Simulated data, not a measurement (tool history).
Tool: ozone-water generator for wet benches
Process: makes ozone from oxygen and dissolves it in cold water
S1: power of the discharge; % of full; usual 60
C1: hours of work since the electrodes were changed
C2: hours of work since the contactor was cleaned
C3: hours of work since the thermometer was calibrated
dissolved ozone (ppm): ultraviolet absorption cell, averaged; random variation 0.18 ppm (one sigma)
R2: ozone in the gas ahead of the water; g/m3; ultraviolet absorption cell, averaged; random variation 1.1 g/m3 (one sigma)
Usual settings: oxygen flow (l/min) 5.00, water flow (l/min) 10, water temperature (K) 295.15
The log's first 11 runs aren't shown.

run 12 day=49.542 | S1=60 oxygen_flow_(l/min)=5.00 water_flow_(l/min)=10 water_temperature_(K)=295.15 | C1=2725 C2=732 C3=1352 | dissolved_ozone_(ppm)=22.5 R2=178.3
run 13 day=54.096 | S1=60 oxygen_flow_(l/min)=5.00 water_flow_(l/min)=10 water_temperature_(K)=295.15 | C1=2792 C2=799 C3=1419 | dissolved_ozone_(ppm)=22.0 R2=178.9
run 14 day=57.688 | S1=60 oxygen_flow_(l/min)=5.00 water_flow_(l/min)=10 water_temperature_(K)=295.15 | C1=2845 C2=852 C3=1472 | dissolved_ozone_(ppm)=22.1 R2=176.7
run 15 day=63.438 | S1=60 oxygen_flow_(l/min)=5.00 water_flow_(l/min)=10 water_temperature_(K)=295.15 | C1=2930 C2=937 C3=1557 | dissolved_ozone_(ppm)=21.8 R2=174.8
run 16 day=67.533 | S1=60 oxygen_flow_(l/min)=5.00 water_flow_(l/min)=10 water_temperature_(K)=295.15 | C1=2990 C2=997 C3=1617 | dissolved_ozone_(ppm)=22.1 R2=175.3
-- day=67.967 water thermometer calibrated
run 17 day=73.062 | S1=60 oxygen_flow_(l/min)=2.91 water_flow_(l/min)=9 water_temperature_(K)=295.15 | C1=3071 C2=1078 C3=75 | dissolved_ozone_(ppm)=24.9 R2=230.5
run 18 day=77.142 | S1=60 oxygen_flow_(l/min)=2.91 water_flow_(l/min)=12 water_temperature_(K)=290.15 | C1=3131 C2=1138 C3=135 | dissolved_ozone_(ppm)=20.3 R2=230.2
run 19 day=79.675 | S1=60 oxygen_flow_(l/min)=2.91 water_flow_(l/min)=12 water_temperature_(K)=290.15 | C1=3169 C2=1175 C3=172 | dissolved_ozone_(ppm)=20.6 R2=229.5

Run 20 comes next. What will it give?
run 20 day=85.250 | S1=60 oxygen_flow_(l/min)=4.04 water_flow_(l/min)=9 water_temperature_(K)=295.15 | C1=3251 C2=1257 C3=254 | dissolved_ozone_(ppm)=? R2=?

Run 20 gave dissolved ozone (ppm) 24.1, R2 192.0 g/m3.
Without the tool's hidden state the same run would have given dissolved ozone (ppm) 27.4, R2 214.0 g/m3.
